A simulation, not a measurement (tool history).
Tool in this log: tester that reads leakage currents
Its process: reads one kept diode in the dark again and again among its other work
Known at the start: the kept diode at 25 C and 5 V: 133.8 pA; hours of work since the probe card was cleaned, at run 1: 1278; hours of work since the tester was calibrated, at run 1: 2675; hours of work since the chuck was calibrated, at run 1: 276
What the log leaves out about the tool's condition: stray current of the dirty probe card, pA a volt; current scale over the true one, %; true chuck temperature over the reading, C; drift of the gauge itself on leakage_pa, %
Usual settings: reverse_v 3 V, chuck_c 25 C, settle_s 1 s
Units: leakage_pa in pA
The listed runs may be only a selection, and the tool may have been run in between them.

run     day  reverse_v  chuck_c  settle_s  hours of work since the probe card was cleaned  hours of work since the tester was calibrated  hours of work since the chuck was calibrated  leakage_pa
  1       0          3       25         1                                            1278                                           2675                                           276      109.82
  2   3.979          3       25         1                                            1352                                           2749                                           349      109.71
  3   8.662          3       25         1                                            1438                                           2836                                           436      109.77
  4  10.921          3       25         1                                            1480                                           2878                                           478      108.92
  5  14.588          3       25         1                                            1548                                           2946                                           546      109.99
  6  17.842          3       46         1                                            1608                                           3006                                           606      552.91
     18.571  -- chuck's temperature calibrated
  7  21.033          3       46      8.11                                            1666                                           3063                                            46      555.41
  8  23.375          3       46      8.11                                            1709                                           3107                                            89      554.13
  9  28.183          3       38      8.11                                            1798                                           3196                                           178       307.3
 10  32.392          3       38      8.92                                            1876                                           3274                                           256      305.51
 11  37.438          3       38      8.92                                            1970                                           3367                                           349       305.6
 12  41.488          3       38      8.92                                            2045                                           3442                                           424      306.74
 13  46.658          3       25      2.19                                            2140                                           3538                                           520      108.59
 14  51.254        5.3       25      3.35                                            2225                                           3623                                           605       137.9

Run 15 is up next; what results do you expect?
     52.396  -- chuck's temperature calibrated
 15  56.912          3       36         1                                            2329                                           3726                                            84           ?

leakage_pa: 263.39 pA
Without the tool's hidden state the same run would have given leakage_pa 263.38 pA.

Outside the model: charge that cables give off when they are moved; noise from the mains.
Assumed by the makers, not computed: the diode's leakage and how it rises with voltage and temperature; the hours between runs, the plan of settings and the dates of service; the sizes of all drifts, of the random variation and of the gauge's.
